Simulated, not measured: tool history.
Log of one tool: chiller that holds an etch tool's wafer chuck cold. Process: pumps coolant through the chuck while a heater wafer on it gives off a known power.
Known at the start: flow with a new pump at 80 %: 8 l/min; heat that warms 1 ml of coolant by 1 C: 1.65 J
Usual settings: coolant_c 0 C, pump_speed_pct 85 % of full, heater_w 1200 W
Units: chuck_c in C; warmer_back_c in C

Run 1, hour 0: usual settings. Result: chuck_c 9.2 C, warmer_back_c 5.14 C.
Run 2, hour 23.7: usual settings. Result: chuck_c 9.1 C, warmer_back_c 5.19 C.
Run 3, hour 42.6: usual settings. Result: chuck_c 9 C, warmer_back_c 5.19 C.
Run 4, hour 79.9: usual settings but coolant_c 7 C. Result: chuck_c 16.1 C, warmer_back_c 5.17 C.
Run 5, hour 118.7: usual settings but coolant_c 7 C. Result: chuck_c 16.2 C, warmer_back_c 5.13 C.
Run 6, hour 150: usual settings but coolant_c 7 C. Result: chuck_c 16.1 C, warmer_back_c 5.18 C.
Run 7, hour 183.5: usual settings but coolant_c 7 C. Result: chuck_c 16 C, warmer_back_c 5.19 C.
Run 8, hour 212.5: usual settings but coolant_c -3 C. Result: chuck_c 6.1 C, warmer_back_c 5.14 C.
Run 9, hour 251.4: usual settings but coolant_c -3 C, pump_speed_pct 96 % of full. Result: chuck_c 5.6 C, warmer_back_c 4.62 C.
Run 10, hour 269: usual settings but coolant_c 5 C. Result: chuck_c 14 C, warmer_back_c 5.18 C.
Run 11, hour 286.3: usual settings but coolant_c 5 C. Result: chuck_c 14.2 C, warmer_back_c 5.18 C.
Run 12, hour 308.8: usual settings but coolant_c 5 C. Result: chuck_c 13.9 C, warmer_back_c 5.12 C.
Run 13, hour 346.8: usual settings but pump_speed_pct 69 % of full. Result: chuck_c 10.4 C, warmer_back_c 6.27 C.
Run 14, hour 378.3: usual settings but pump_speed_pct 69 % of full. Result: chuck_c 10.2 C, warmer_back_c 6.33 C.
Run 15, hour 409.7: usual settings but pump_speed_pct 91 % of full. Result: chuck_c 8.7 C, warmer_back_c 4.81 C.
Run 16, hour 428.8: usual settings. Result: chuck_c 9.1 C, warmer_back_c 5.18 C.
Run 17, hour 448.3: usual settings but coolant_c -9 C, pump_speed_pct 88 % of full, heater_w 1172 W. Result: chuck_c -0.2 C, warmer_back_c 4.93 C.
Run 18, hour 472.2: usual settings but coolant_c 5 C, pump_speed_pct 82 % of full, heater_w 777 W. Result: chuck_c 10.9 C, warmer_back_c 3.48 C.
Run 19, hour 506.3: usual settings but pump_speed_pct 81 % of full, heater_w 1746 W. Result: chuck_c 13.7 C, warmer_back_c 7.99 C.
Run 20, hour 536.5: usual settings but pump_speed_pct 79 % of full. Result: chuck_c 9.4 C, warmer_back_c 5.57 C.
Run 21, hour 570.4: usual settings but coolant_c 7 C, pump_speed_pct 60 % of full, heater_w 1676 W. Result: chuck_c 23 C, warmer_back_c 10.19 C.
Run 22, hour 607.2: usual settings but coolant_c 7 C, pump_speed_pct 60 % of full, heater_w 1676 W. Result: chuck_c 23 C, warmer_back_c 10.26 C.
At hour 615.4: coolant pump overhauled.
Run 23, hour 646.8: usual settings but heater_w 1743 W. Result: chuck_c 13.5 C, warmer_back_c 7.6 C.
Run 24, hour 666.3: usual settings but coolant_c 8 C, pump_speed_pct 84 % of full. Result: chuck_c 17.2 C, warmer_back_c 5.37 C.
Run 25, hour 702.8: usual settings but pump_speed_pct 69 % of full, heater_w 695 W. Result: chuck_c 5.9 C, warmer_back_c 3.74 C.
Run 26, hour 741.5: usual settings but coolant_c 2 C, heater_w 1454 W. Result: chuck_c 13.2 C, warmer_back_c 6.37 C.
At hour 783.5: coolant pump overhauled, once more.
Run 27, hour 785.9: usual settings but pump_speed_pct 70 % of full, heater_w 719 W. Result: chuck_c 5.9 C, warmer_back_c 3.67 C.
Run 28, hour 813.3: usual settings but pump_speed_pct 70 % of full, heater_w 719 W. Result: chuck_c 6.1 C, warmer_back_c 3.76 C.
Run 29, hour 841.1: usual settings but pump_speed_pct 70 % of full, heater_w 651 W. Result: chuck_c 5.4 C, warmer_back_c 3.38 C.
Run 30, hour 877.4: usual settings but pump_speed_pct 70 % of full, heater_w 846 W. Result: chuck_c 7.1 C, warmer_back_c 4.38 C.
Run 31, hour 911.8: usual settings but coolant_c -5 C, pump_speed_pct 63 % of full, heater_w 1122 W. Result: chuck_c 5.2 C, warmer_back_c 6.47 C.

Measured less the same run without the tool's hidden state. The same run-to-run variation is in both; the gauge's scatter may not be:
The hidden state here: heat passed by the chuck's channels, % of clean ones'; flow at a given pump speed, % of a new pump's; coolant's true temperature over the reading, C; drift of the gauge itself on chuck_c, C; drift of the gauge itself on warmer_back_c, C.
run  warmer_back_c
  1             +0
  2             +0
  3          +0.01
  4          +0.01
  5          +0.01
  6          +0.02
  7          +0.03
  8          +0.03
  9          +0.03
 10          +0.04
 11          +0.03
 12          +0.04
 13          +0.05
 14          +0.05
 15          +0.05
 16          +0.05
 17          +0.05
 18          +0.04
 19           +0.1
 20          +0.06
 21          +0.13
 22          +0.14
 23          +0.15
 24          +0.11
 25          +0.08
 26          +0.14
 27          -0.04
 28          -0.03
 29          -0.02
 30          -0.02
 31          -0.03
chuck_c: within 0.3 C of the measured result in every run.
